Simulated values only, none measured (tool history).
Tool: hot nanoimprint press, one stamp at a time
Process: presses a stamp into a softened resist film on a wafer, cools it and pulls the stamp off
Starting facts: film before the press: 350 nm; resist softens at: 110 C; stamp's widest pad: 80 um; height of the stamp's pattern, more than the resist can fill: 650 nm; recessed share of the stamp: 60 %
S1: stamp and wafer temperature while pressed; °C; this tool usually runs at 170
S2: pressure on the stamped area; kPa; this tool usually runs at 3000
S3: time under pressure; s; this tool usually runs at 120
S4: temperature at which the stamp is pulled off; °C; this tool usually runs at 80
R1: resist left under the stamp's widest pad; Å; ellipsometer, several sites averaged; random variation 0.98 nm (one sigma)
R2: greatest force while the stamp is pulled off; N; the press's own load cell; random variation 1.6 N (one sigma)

{"run": 1, "hour": 0.0, "S1": 170, "S2": 3000, "S3": 120, "S4": 80, "R1": 2027, "R2": 161}
{"hour": 40.2, "done": "stamp cleaned and given a new release coat"}
{"run": 2, "hour": 40.8, "S1": 170, "S2": 3000, "S3": 120, "S4": 80, "R1": 2030, "R2": 162}
{"run": 3, "hour": 61.5, "S1": 170, "S2": 3000, "S3": 120, "S4": 80, "R1": 2023, "R2": 164}
{"run": 4, "hour": 79.8, "S1": 170, "S2": 3000, "S3": 120, "S4": 80, "R1": 2041, "R2": 164}
{"run": 5, "hour": 108.7, "S1": 170, "S2": 3000, "S3": 120, "S4": 80, "R1": 2035, "R2": 165}
{"run": 6, "hour": 145.6, "S1": 170, "S2": 3000, "S3": 120, "S4": 80, "R1": 2030, "R2": 164}
{"run": 7, "hour": 174.3, "S1": 170, "S2": 3000, "S3": 177, "S4": 80, "R1": 1771, "R2": 166}
{"run": 8, "hour": 202.7, "S1": 170, "S2": 3000, "S3": 229, "S4": 80, "R1": 1602, "R2": 163}
{"run": 9, "hour": 222.3, "S1": 170, "S2": 3000, "S3": 229, "S4": 80, "R1": 1612, "R2": 164}
{"hour": 250.6, "done": "stamp cleaned and given a new release coat"}
{"run": 10, "hour": 263.1, "S1": 170, "S2": 3000, "S3": 120, "S4": 80, "R1": 2039, "R2": 165}
{"run": 11, "hour": 286.4, "S1": 177, "S2": 3000, "S3": 120, "S4": 80, "R1": 1618, "R2": 163}
{"run": 12, "hour": 319.5, "S1": 177, "S2": 3000, "S3": 101, "S4": 80, "R1": 1730, "R2": 166}
{"hour": 324.4, "done": "plate thermocouple calibrated"}
{"run": 13, "hour": 361.2, "S1": 170, "S2": 2920, "S3": 120, "S4": 80, "R1": 2058, "R2": 164}
{"run": 14, "hour": 381.7, "S1": 170, "S2": 2920, "S3": 120, "S4": 80, "R1": 2053, "R2": 164}
{"run": 15, "hour": 414.5, "S1": 170, "S2": 2920, "S3": 120, "S4": 80, "R1": 2045, "R2": 167}
{"run": 16, "hour": 441.2, "S1": 170, "S2": 3000, "S3": 75, "S4": 80, "R1": 2326, "R2": 164}
{"hour": 462.7, "done": "stamp cleaned and given a new release coat"}
{"run": 17, "hour": 471.2, "S1": 167, "S2": 3360, "S3": 105, "S4": 77, "R1": 2225, "R2": 174}
{"run": 18, "hour": 509.5, "S1": 167, "S2": 3410, "S3": 105, "S4": 67, "R1": 2224, "R2": 225}
{"run": 19, "hour": 525.8, "S1": 177, "S2": 3000, "S3": 120, "S4": 78, "R1": 1617, "R2": 170}
{"run": 20, "hour": 551.2, "S1": 177, "S2": 3000, "S3": 120, "S4": 78, "R1": 1611, "R2": 174}
{"run": 21, "hour": 567.9, "S1": 160, "S2": 3770, "S3": 120, "S4": 80, "R1": 2540, "R2": 166}
{"run": 22, "hour": 606.9, "S1": 170, "S2": 3000, "S3": 142, "S4": 72, "R1": 1924, "R2": 198}
{"run": 23, "hour": 638.5, "S1": 178, "S2": 3000, "S3": 120, "S4": 80, "R1": 1550, "R2": 160}
{"run": 24, "hour": 655.9, "S1": 161, "S2": 2280, "S3": 152, "S4": 65, "R1": 2671, "R2": 230}
{"hour": 672.2, "done": "stamp cleaned and given a new release coat"}
{"run": 25, "hour": 693.5, "S1": 161, "S2": 2280, "S3": 152, "S4": 65, "R1": 2636, "R2": 232}
{"run": 26, "hour": 713.1, "S1": 170, "S2": 2600, "S3": 120, "S4": 86, "R1": 2120, "R2": 135}
{"run": 27, "hour": 745.8, "S1": 170, "S2": 3350, "S3": 120, "S4": 86, "R1": 1953, "R2": 136}
{"run": 28, "hour": 776.3, "S1": 170, "S2": 3350, "S3": 120, "S4": 86, "R1": 1958, "R2": 135}
{"run": 29, "hour": 795.2, "S1": 161, "S2": 2510, "S3": 69, "S4": 86, "R1": 3003, "R2": 136}
{"run": 30, "hour": 815.0, "S1": 161, "S2": 2510, "S3": 69, "S4": 86, "R1": 2990, "R2": 137}

Below are 3 alternative next runs, each starting from the tool's condition after run 30. Predict each:
{"run": "A", "hour": 840.6, "S1": 160, "S2": 3250, "S3": 100, "S4": 86, "R1": "?", "R2": "?"}
{"run": "B", "hour": 840.6, "S1": 161, "S2": 2590, "S3": 121, "S4": 80, "R1": "?", "R2": "?"}
{"run": "C", "hour": 840.6, "S1": 163, "S2": 3110, "S3": 88, "S4": 86, "R1": "?", "R2": "?"}

run=A R1=2746 R2=134
run=B R1=2714 R2=165
run=C R1=2656 R2=136
Without the tool's unlogged condition, the same runs would have read:
run=A R1=2743 R2=133
run=B R1=2711 R2=165
run=C R1=2653 R2=135
